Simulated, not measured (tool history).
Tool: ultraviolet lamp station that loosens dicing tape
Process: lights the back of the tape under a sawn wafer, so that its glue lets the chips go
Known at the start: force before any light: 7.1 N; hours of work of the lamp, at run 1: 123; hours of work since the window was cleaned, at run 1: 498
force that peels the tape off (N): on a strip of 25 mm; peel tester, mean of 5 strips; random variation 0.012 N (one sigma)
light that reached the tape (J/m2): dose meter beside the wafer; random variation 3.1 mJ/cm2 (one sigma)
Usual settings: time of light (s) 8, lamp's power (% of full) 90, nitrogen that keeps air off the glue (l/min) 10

run	day	time of light (s)	lamp's power (% of full)	nitrogen that keeps air off the glue (l/min)	hours of work of the lamp	hours of work since the window was cleaned	force that peels the tape off (N)	light that reached the tape (J/m2)
1	0.000	8	90	10	123	498	0.740	3890
2	0.808	8	90	10	133	508	0.780	3880
3	1.392	8	90	10	141	515	0.762	3860
4	1.938	8	90	10	147	522	0.766	3850
5	2.433	8	90	10	154	529	0.741	3840
6	2.925	8	90	16	160	535	0.583	3810
7	3.296	8	90	10	165	540	0.798	3800
8	3.892	8	90	10	172	547	0.836	3840
9	4.558	8	90	10	181	556	0.774	3810
10	4.954	8	90	10	186	561	0.828	3750
11	5.383	8	90	10	191	566	0.811	3790
12	6.021	8	90	10	199	574	0.785	3720
13	6.767	8	90	10	209	584	0.807	3770
14	7.154	8	90	10	214	588	0.825	3730
15	7.858	8	82	10	222	597	0.926	3360
16	8.312	8	82	10	228	603	0.945	3420
# day 8.671: window cleaned of glue's vapour
17	9.188	7	90	10	239	7	1.122	3120
18	9.750	11	73	4	246	14	1.310	3970
19	10.412	8	73	6	255	22	1.678	2850
20	11.246	5	81	10	265	33	2.161	1930
# day 11.667: window cleaned of glue's vapour, once more
21	12.175	4	98	10	277	6	1.667	2390
22	12.579	9	85	10	282	12	0.515	4690
23	13.221	9	85	10	290	20	0.537	4700
24	13.700	9	87	10	296	26	0.496	4790
25	14.567	9	87	10	307	37	0.511	4760
26	15.104	9	98	10	314	44	0.412	5360
27	15.683	9	98	10	321	51	0.417	5300
28	16.571	5	91	10	332	62	1.422	2740
29	17.317	6	95	13	342	72	0.849	3390
30	18.088	11	71	10	351	81	0.526	4670
31	18.996	5	97	10	363	93	1.295	2870
32	19.754	5	97	10	373	102	1.278	2820
33	20.275	5	97	10	379	109	1.334	2880

Measured less the same run without the tool's hidden state. The same run-to-run variation is in both; the gauge's scatter may not be:
The hidden state here: lamp's light, % of a new lamp's; light that the window lets through, % of a clean one's; drift of the gauge itself on peel_n, %; drift of the gauge itself on dose_mj_cm2, %.
run	force that peels the tape off (N)	light that reached the tape (J/m2)
1	+0.209	-730
2	+0.225	-740
3	+0.226	-760
4	+0.228	-770
5	+0.224	-790
6	+0.179	-790
7	+0.246	-820
8	+0.260	-820
9	+0.248	-840
10	+0.266	-840
11	+0.262	-850
12	+0.259	-860
13	+0.274	-890
14	+0.280	-890
15	+0.311	-820
16	+0.322	-840
17	+0.425	-930
18	+0.474	-1200
19	+0.566	-890
20	+0.656	-620
21	+0.102	-110
22	+0.046	-230
23	+0.050	-240
24	+0.049	-260
25	+0.055	-280
26	+0.044	-340
27	+0.045	-340
28	+0.142	-190
29	+0.106	-250
30	+0.072	-370
31	+0.160	-240
32	+0.164	-250
33	+0.176	-260
